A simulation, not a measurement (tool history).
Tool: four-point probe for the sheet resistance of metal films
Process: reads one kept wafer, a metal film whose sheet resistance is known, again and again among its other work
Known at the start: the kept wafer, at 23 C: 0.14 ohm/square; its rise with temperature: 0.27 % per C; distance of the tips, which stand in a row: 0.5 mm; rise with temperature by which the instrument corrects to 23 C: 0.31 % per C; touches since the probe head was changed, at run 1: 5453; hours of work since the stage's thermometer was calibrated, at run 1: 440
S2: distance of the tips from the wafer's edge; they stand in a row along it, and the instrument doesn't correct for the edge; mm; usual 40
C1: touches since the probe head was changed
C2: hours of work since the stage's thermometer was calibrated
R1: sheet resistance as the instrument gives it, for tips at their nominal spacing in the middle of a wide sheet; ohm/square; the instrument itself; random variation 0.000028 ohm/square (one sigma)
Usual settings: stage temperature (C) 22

run 1 hour=0 | stage_temperature_(C)=22 S2=40 | C1=5453 C2=440 | R1=0.140121
run 2 hour=8.3 | stage_temperature_(C)=22 S2=40 | C1=5629 C2=445 | R1=0.140151
run 3 hour=16.5 | stage_temperature_(C)=22 S2=13 | C1=5801 C2=450 | R1=0.140178
run 4 hour=30 | stage_temperature_(C)=25 S2=40 | C1=6087 C2=458 | R1=0.139975
run 5 hour=40.4 | stage_temperature_(C)=25 S2=40 | C1=6308 C2=465 | R1=0.139934
run 6 hour=55.2 | stage_temperature_(C)=25 S2=40 | C1=6621 C2=473 | R1=0.139987
run 7 hour=69.2 | stage_temperature_(C)=22 S2=40 | C1=6917 C2=482 | R1=0.140101
run 8 hour=77 | stage_temperature_(C)=22 S2=40 | C1=7082 C2=487 | R1=0.140124
run 9 hour=88.4 | stage_temperature_(C)=22 S2=40 | C1=7324 C2=493 | R1=0.140119
run 10 hour=99.4 | stage_temperature_(C)=31 S2=40 | C1=7556 C2=500 | R1=0.139643
run 11 hour=110.7 | stage_temperature_(C)=22 S2=40 | C1=7796 C2=507 | R1=0.14016
run 12 hour=117 | stage_temperature_(C)=22 S2=4 | C1=7929 C2=511 | R1=0.14131
run 13 hour=124.6 | stage_temperature_(C)=22 S2=9 | C1=8091 C2=515 | R1=0.1404
run 14 hour=137.6 | stage_temperature_(C)=22 S2=40 | C1=8365 C2=523 | R1=0.140204
run 15 hour=152.6 | stage_temperature_(C)=22 S2=40 | C1=8683 C2=532 | R1=0.140131
run 16 hour=164.9 | stage_temperature_(C)=22 S2=40 | C1=8943 C2=539 | R1=0.140145
run 17 hour=177 | stage_temperature_(C)=22 S2=40 | C1=9199 C2=547 | R1=0.140153
run 18 hour=185.6 | stage_temperature_(C)=22 S2=40 | C1=9382 C2=552 | R1=0.140157
run 19 hour=195.6 | stage_temperature_(C)=30 S2=52 | C1=9592 C2=558 | R1=0.139662
run 20 hour=205.7 | stage_temperature_(C)=32 S2=52 | C1=9807 C2=564 | R1=0.139636
run 21 hour=218.9 | stage_temperature_(C)=32 S2=52 | C1=10087 C2=572 | R1=0.139601
run 22 hour=233.6 | stage_temperature_(C)=22 S2=8 | C1=10397 C2=580 | R1=0.140511
run 23 hour=242.8 | stage_temperature_(C)=26 S2=14 | C1=10593 C2=586 | R1=0.14004
run 24 hour=256.7 | stage_temperature_(C)=23 S2=32 | C1=10886 C2=594 | R1=0.140084
run 25 hour=263.9 | stage_temperature_(C)=23 S2=32 | C1=11040 C2=599 | R1=0.140099
run 26 hour=276.4 | stage_temperature_(C)=31 S2=8 | C1=11303 C2=606 | R1=0.139982
run 27 hour=287.3 | stage_temperature_(C)=27 S2=4 | C1=11534 C2=613 | R1=0.141086
run 28 hour=294 | stage_temperature_(C)=22 S2=29 | C1=11677 C2=617 | R1=0.140202
run 29 hour=308.2 | stage_temperature_(C)=27 S2=48 | C1=11976 C2=625 | R1=0.139898
run 30 hour=319.1 | stage_temperature_(C)=27 S2=10 | C1=12206 C2=632 | R1=0.140113
run 31 hour=333.9 | stage_temperature_(C)=32 S2=43 | C1=12520 C2=641 | R1=0.139644
run 32 hour=345.3 | stage_temperature_(C)=35 S2=49 | C1=12762 C2=647 | R1=0.139487
run 33 hour=359.3 | stage_temperature_(C)=22 S2=75 | C1=13059 C2=656 | R1=0.140205
run 34 hour=370.4 | stage_temperature_(C)=22 S2=75 | C1=13294 C2=663 | R1=0.14018

Measured less the same run without the tool's hidden state. The same run-to-run variation is in both; the gauge's scatter may not be:
The hidden state here: inner tips' distance over the nominal, %; tips' flats over new ones', %; wafer's true temperature over the reading, C; drift of the gauge itself on sheet_ohm, %.
run=1 R1=+0.000036
run=2 R1=+0.000039
run=3 R1=+0.00004
run=4 R1=+0.000045
run=5 R1=+0.000047
run=6 R1=+0.000052
run=7 R1=+0.000057
run=8 R1=+0.000059
run=9 R1=+0.000063
run=10 R1=+0.000064
run=11 R1=+0.00007
run=12 R1=+0.000072
run=13 R1=+0.000074
run=14 R1=+0.000078
run=15 R1=+0.000082
run=16 R1=+0.000086
run=17 R1=+0.00009
run=18 R1=+0.000093
run=19 R1=+0.000094
run=20 R1=+0.000097
run=21 R1=+0.0001
run=22 R1=+0.000107
run=23 R1=+0.000109
run=24 R1=+0.000114
run=25 R1=+0.000116
run=26 R1=+0.000118
run=27 R1=+0.000123
run=28 R1=+0.000125
run=29 R1=+0.000129
run=30 R1=+0.000132
run=31 R1=+0.000135
run=32 R1=+0.000137
run=33 R1=+0.000145
run=34 R1=+0.000148
